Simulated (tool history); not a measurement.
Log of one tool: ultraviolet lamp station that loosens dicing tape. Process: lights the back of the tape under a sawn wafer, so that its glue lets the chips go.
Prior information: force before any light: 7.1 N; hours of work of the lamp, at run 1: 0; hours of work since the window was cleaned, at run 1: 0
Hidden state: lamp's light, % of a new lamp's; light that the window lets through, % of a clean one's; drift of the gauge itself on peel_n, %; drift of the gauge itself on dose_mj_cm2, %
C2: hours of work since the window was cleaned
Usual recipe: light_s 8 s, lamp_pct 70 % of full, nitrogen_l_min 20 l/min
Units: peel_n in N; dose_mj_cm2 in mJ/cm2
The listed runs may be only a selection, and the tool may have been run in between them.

{"run": 1, "hour": 0.0, "light_s": 8, "lamp_pct": 70, "nitrogen_l_min": 20, "hours of work of the lamp": 0, "C2": 0, "peel_n": 0.253, "dose_mj_cm2": 175}
{"run": 2, "hour": 44.1, "light_s": 4, "lamp_pct": 70, "nitrogen_l_min": 20, "hours of work of the lamp": 31, "C2": 31, "peel_n": 1.24, "dose_mj_cm2": 85}
{"run": 3, "hour": 109.3, "light_s": 4, "lamp_pct": 70, "nitrogen_l_min": 20, "hours of work of the lamp": 77, "C2": 77, "peel_n": 1.246, "dose_mj_cm2": 85}
{"run": 4, "hour": 146.6, "light_s": 4, "lamp_pct": 70, "nitrogen_l_min": 20, "hours of work of the lamp": 103, "C2": 103, "peel_n": 1.31, "dose_mj_cm2": 84}
{"run": 5, "hour": 178.7, "light_s": 8, "lamp_pct": 70, "nitrogen_l_min": 20, "hours of work of the lamp": 125, "C2": 125, "peel_n": 0.288, "dose_mj_cm2": 170}
{"run": 6, "hour": 221.7, "light_s": 8, "lamp_pct": 70, "nitrogen_l_min": 25, "hours of work of the lamp": 155, "C2": 155, "peel_n": 0.248, "dose_mj_cm2": 167}
{"run": 7, "hour": 270.7, "light_s": 8, "lamp_pct": 70, "nitrogen_l_min": 25, "hours of work of the lamp": 189, "C2": 189, "peel_n": 0.263, "dose_mj_cm2": 164}
{"run": 8, "hour": 316.0, "light_s": 8, "lamp_pct": 70, "nitrogen_l_min": 23, "hours of work of the lamp": 221, "C2": 221, "peel_n": 0.287, "dose_mj_cm2": 161}
{"run": 9, "hour": 363.9, "light_s": 8, "lamp_pct": 70, "nitrogen_l_min": 23, "hours of work of the lamp": 255, "C2": 255, "peel_n": 0.294, "dose_mj_cm2": 162}
{"run": 10, "hour": 422.2, "light_s": 8, "lamp_pct": 70, "nitrogen_l_min": 23, "hours of work of the lamp": 295, "C2": 295, "peel_n": 0.294, "dose_mj_cm2": 157}
{"hour": 432.6, "done": "window cleaned of glue's vapour"}
{"run": 11, "hour": 462.0, "light_s": 8, "lamp_pct": 70, "nitrogen_l_min": 20, "hours of work of the lamp": 323, "C2": 21, "peel_n": 0.389, "dose_mj_cm2": 149}
{"run": 12, "hour": 512.9, "light_s": 8, "lamp_pct": 70, "nitrogen_l_min": 20, "hours of work of the lamp": 359, "C2": 56, "peel_n": 0.405, "dose_mj_cm2": 148}
{"run": 13, "hour": 584.2, "light_s": 8, "lamp_pct": 70, "nitrogen_l_min": 6, "hours of work of the lamp": 408, "C2": 106, "peel_n": 1.049, "dose_mj_cm2": 144}
{"run": 14, "hour": 661.2, "light_s": 8, "lamp_pct": 70, "nitrogen_l_min": 20, "hours of work of the lamp": 462, "C2": 160, "peel_n": 0.466, "dose_mj_cm2": 138}
{"run": 15, "hour": 739.0, "light_s": 8, "lamp_pct": 70, "nitrogen_l_min": 20, "hours of work of the lamp": 517, "C2": 214, "peel_n": 0.466, "dose_mj_cm2": 137}
{"hour": 746.1, "done": "window cleaned of glue's vapour, once more"}
{"run": 16, "hour": 795.2, "light_s": 8, "lamp_pct": 70, "nitrogen_l_min": 20, "hours of work of the lamp": 556, "C2": 34, "peel_n": 0.324, "dose_mj_cm2": 165}
{"run": 17, "hour": 864.4, "light_s": 8, "lamp_pct": 70, "nitrogen_l_min": 20, "hours of work of the lamp": 604, "C2": 83, "peel_n": 0.325, "dose_mj_cm2": 160}
{"run": 18, "hour": 904.4, "light_s": 8, "lamp_pct": 70, "nitrogen_l_min": 31, "hours of work of the lamp": 632, "C2": 111, "peel_n": 0.24, "dose_mj_cm2": 154}
{"run": 19, "hour": 940.9, "light_s": 8, "lamp_pct": 70, "nitrogen_l_min": 31, "hours of work of the lamp": 658, "C2": 136, "peel_n": 0.261, "dose_mj_cm2": 155}
{"run": 20, "hour": 1019.0, "light_s": 8, "lamp_pct": 70, "nitrogen_l_min": 31, "hours of work of the lamp": 712, "C2": 191, "peel_n": 0.27, "dose_mj_cm2": 150}
{"run": 21, "hour": 1053.1, "light_s": 8, "lamp_pct": 70, "nitrogen_l_min": 31, "hours of work of the lamp": 736, "C2": 215, "peel_n": 0.255, "dose_mj_cm2": 155}
{"run": 22, "hour": 1102.4, "light_s": 8, "lamp_pct": 70, "nitrogen_l_min": 14, "hours of work of the lamp": 771, "C2": 249, "peel_n": 0.524, "dose_mj_cm2": 150}
{"run": 23, "hour": 1142.1, "light_s": 8, "lamp_pct": 96, "nitrogen_l_min": 12, "hours of work of the lamp": 798, "C2": 277, "peel_n": 0.294, "dose_mj_cm2": 205}
{"hour": 1178.8, "done": "window cleaned of glue's vapour"}
{"run": 24, "hour": 1207.9, "light_s": 8, "lamp_pct": 96, "nitrogen_l_min": 12, "hours of work of the lamp": 844, "C2": 20, "peel_n": 0.253, "dose_mj_cm2": 212}
{"run": 25, "hour": 1242.9, "light_s": 13, "lamp_pct": 63, "nitrogen_l_min": 24, "hours of work of the lamp": 869, "C2": 45, "peel_n": 0.128, "dose_mj_cm2": 219}
{"run": 26, "hour": 1279.3, "light_s": 6, "lamp_pct": 86, "nitrogen_l_min": 7, "hours of work of the lamp": 894, "C2": 70, "peel_n": 1.068, "dose_mj_cm2": 135}
{"run": 27, "hour": 1329.5, "light_s": 6, "lamp_pct": 70, "nitrogen_l_min": 14, "hours of work of the lamp": 929, "C2": 105, "peel_n": 0.984, "dose_mj_cm2": 112}
{"run": 28, "hour": 1402.3, "light_s": 8, "lamp_pct": 70, "nitrogen_l_min": 26, "hours of work of the lamp": 980, "C2": 156, "peel_n": 0.338, "dose_mj_cm2": 145}
{"run": 29, "hour": 1436.8, "light_s": 16, "lamp_pct": 99, "nitrogen_l_min": 7, "hours of work of the lamp": 1004, "C2": 181, "peel_n": 0.095, "dose_mj_cm2": 408}
{"run": 30, "hour": 1484.8, "light_s": 6, "lamp_pct": 82, "nitrogen_l_min": 25, "hours of work of the lamp": 1038, "C2": 214, "peel_n": 0.5, "dose_mj_cm2": 126}
{"run": 31, "hour": 1532.3, "light_s": 6, "lamp_pct": 82, "nitrogen_l_min": 25, "hours of work of the lamp": 1071, "C2": 247, "peel_n": 0.515, "dose_mj_cm2": 124}
{"run": 32, "hour": 1578.5, "light_s": 14, "lamp_pct": 74, "nitrogen_l_min": 20, "hours of work of the lamp": 1103, "C2": 280, "peel_n": 0.112, "dose_mj_cm2": 258}
{"hour": 1608.2, "done": "window cleaned of glue's vapour"}
{"run": 33, "hour": 1657.1, "light_s": 4, "lamp_pct": 90, "nitrogen_l_min": 9, "hours of work of the lamp": 1158, "C2": 34, "peel_n": 1.661, "dose_mj_cm2": 94}
{"run": 34, "hour": 1700.9, "light_s": 16, "lamp_pct": 75, "nitrogen_l_min": 9, "hours of work of the lamp": 1189, "C2": 65, "peel_n": 0.127, "dose_mj_cm2": 308}
{"run": 35, "hour": 1733.3, "light_s": 16, "lamp_pct": 75, "nitrogen_l_min": 9, "hours of work of the lamp": 1211, "C2": 88, "peel_n": 0.135, "dose_mj_cm2": 310}
{"run": 36, "hour": 1811.2, "light_s": 16, "lamp_pct": 75, "nitrogen_l_min": 9, "hours of work of the lamp": 1266, "C2": 142, "peel_n": 0.136, "dose_mj_cm2": 304}
{"run": 37, "hour": 1874.6, "light_s": 16, "lamp_pct": 75, "nitrogen_l_min": 9, "hours of work of the lamp": 1310, "C2": 186, "peel_n": 0.144, "dose_mj_cm2": 297}
{"run": 38, "hour": 1911.0, "light_s": 16, "lamp_pct": 75, "nitrogen_l_min": 9, "hours of work of the lamp": 1336, "C2": 212, "peel_n": 0.151, "dose_mj_cm2": 296}
{"run": 39, "hour": 1946.6, "light_s": 16, "lamp_pct": 75, "nitrogen_l_min": 9, "hours of work of the lamp": 1361, "C2": 237, "peel_n": 0.141, "dose_mj_cm2": 290}
{"run": 40, "hour": 2004.1, "light_s": 16, "lamp_pct": 75, "nitrogen_l_min": 9, "hours of work of the lamp": 1401, "C2": 277, "peel_n": 0.163, "dose_mj_cm2": 289}
{"hour": 2039.1, "done": "window cleaned of glue's vapour"}
{"run": 41, "hour": 2057.9, "light_s": 16, "lamp_pct": 75, "nitrogen_l_min": 9, "hours of work of the lamp": 1438, "C2": 13, "peel_n": 0.143, "dose_mj_cm2": 302}
{"run": 42, "hour": 2133.2, "light_s": 16, "lamp_pct": 97, "nitrogen_l_min": 40, "hours of work of the lamp": 1491, "C2": 66, "peel_n": 0.078, "dose_mj_cm2": 384}
{"run": 43, "hour": 2174.5, "light_s": 16, "lamp_pct": 97, "nitrogen_l_min": 40, "hours of work of the lamp": 1520, "C2": 95, "peel_n": 0.07, "dose_mj_cm2": 378}

Predict each of these 4 candidate next runs independently; none follows another, all start after run 43:
{"run": "A", "hour": 2217.2, "light_s": 8, "lamp_pct": 78, "nitrogen_l_min": 16, "hours of work of the lamp": 1550, "C2": 125, "peel_n": "?", "dose_mj_cm2": "?"}
{"run": "B", "hour": 2217.2, "light_s": 10, "lamp_pct": 62, "nitrogen_l_min": 14, "hours of work of the lamp": 1550, "C2": 125, "peel_n": "?", "dose_mj_cm2": "?"}
{"run": "C", "hour": 2217.2, "light_s": 13, "lamp_pct": 78, "nitrogen_l_min": 13, "hours of work of the lamp": 1550, "C2": 125, "peel_n": "?", "dose_mj_cm2": "?"}
{"run": "D", "hour": 2217.2, "light_s": 16, "lamp_pct": 79, "nitrogen_l_min": 40, "hours of work of the lamp": 1550, "C2": 125, "peel_n": "?", "dose_mj_cm2": "?"}

run=A peel_n=0.467 dose_mj_cm2=153
run=B peel_n=0.514 dose_mj_cm2=145
run=C peel_n=0.169 dose_mj_cm2=246
run=D peel_n=0.067 dose_mj_cm2=307
What these runs would have given with no unlogged condition in the tool:
run=A peel_n=0.232 dose_mj_cm2=200
run=B peel_n=0.259 dose_mj_cm2=192
run=C peel_n=0.101 dose_mj_cm2=323
run=D peel_n=0.064 dose_mj_cm2=403
